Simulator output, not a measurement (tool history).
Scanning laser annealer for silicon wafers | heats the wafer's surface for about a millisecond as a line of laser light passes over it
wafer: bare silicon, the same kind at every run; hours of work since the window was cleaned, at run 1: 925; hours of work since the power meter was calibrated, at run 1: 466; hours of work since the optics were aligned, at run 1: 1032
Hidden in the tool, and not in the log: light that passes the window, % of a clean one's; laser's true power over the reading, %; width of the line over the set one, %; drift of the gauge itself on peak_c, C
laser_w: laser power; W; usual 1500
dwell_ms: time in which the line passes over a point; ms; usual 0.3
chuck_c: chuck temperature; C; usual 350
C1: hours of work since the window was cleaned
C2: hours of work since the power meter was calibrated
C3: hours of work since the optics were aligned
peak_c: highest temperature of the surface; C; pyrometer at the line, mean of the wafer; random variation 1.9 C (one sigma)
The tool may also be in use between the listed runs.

{"run": 1, "hour": 0.0, "laser_w": 1500, "dwell_ms": 0.3, "chuck_c": 350, "C1": 925, "C2": 466, "C3": 1032, "peak_c": 1090}
{"run": 2, "hour": 17.2, "laser_w": 1500, "dwell_ms": 0.3, "chuck_c": 350, "C1": 936, "C2": 477, "C3": 1042, "peak_c": 1091}
{"run": 3, "hour": 32.9, "laser_w": 1500, "dwell_ms": 0.3, "chuck_c": 371, "C1": 945, "C2": 486, "C3": 1051, "peak_c": 1116}
{"run": 4, "hour": 58.9, "laser_w": 1500, "dwell_ms": 0.3, "chuck_c": 371, "C1": 961, "C2": 502, "C3": 1067, "peak_c": 1114}
{"hour": 68.6, "done": "window over the wafer cleaned"}
{"run": 5, "hour": 75.0, "laser_w": 1500, "dwell_ms": 0.3, "chuck_c": 350, "C1": 4, "C2": 510, "C3": 1075, "peak_c": 1131}
{"run": 6, "hour": 101.2, "laser_w": 1500, "dwell_ms": 0.3, "chuck_c": 350, "C1": 20, "C2": 526, "C3": 1091, "peak_c": 1132}
{"run": 7, "hour": 123.8, "laser_w": 1421, "dwell_ms": 0.266, "chuck_c": 315, "C1": 33, "C2": 539, "C3": 1105, "peak_c": 1007}
{"run": 8, "hour": 141.0, "laser_w": 1500, "dwell_ms": 0.3, "chuck_c": 357, "C1": 44, "C2": 550, "C3": 1115, "peak_c": 1139}
{"run": 9, "hour": 169.0, "laser_w": 1532, "dwell_ms": 0.3, "chuck_c": 357, "C1": 60, "C2": 566, "C3": 1132, "peak_c": 1150}
{"run": 10, "hour": 190.7, "laser_w": 1532, "dwell_ms": 0.3, "chuck_c": 357, "C1": 73, "C2": 580, "C3": 1145, "peak_c": 1150}
{"run": 11, "hour": 211.5, "laser_w": 1532, "dwell_ms": 0.3, "chuck_c": 357, "C1": 86, "C2": 592, "C3": 1157, "peak_c": 1146}

Forecast each of these 3 alternatives for the next run:
{"run": "A", "hour": 239.5, "laser_w": 1397, "dwell_ms": 0.3, "chuck_c": 340, "C1": 103, "C2": 609, "C3": 1174, "peak_c": "?"}
{"run": "B", "hour": 239.5, "laser_w": 1580, "dwell_ms": 0.3, "chuck_c": 376, "C1": 103, "C2": 609, "C3": 1174, "peak_c": "?"}
{"run": "C", "hour": 239.5, "laser_w": 1297, "dwell_ms": 0.3, "chuck_c": 348, "C1": 103, "C2": 609, "C3": 1174, "peak_c": "?"}

run=A peak_c=1067
run=B peak_c=1195
run=C peak_c=1021
Without the tool's hidden state the same runs would have given:
run=A peak_c=1083
run=B peak_c=1213
run=C peak_c=1036
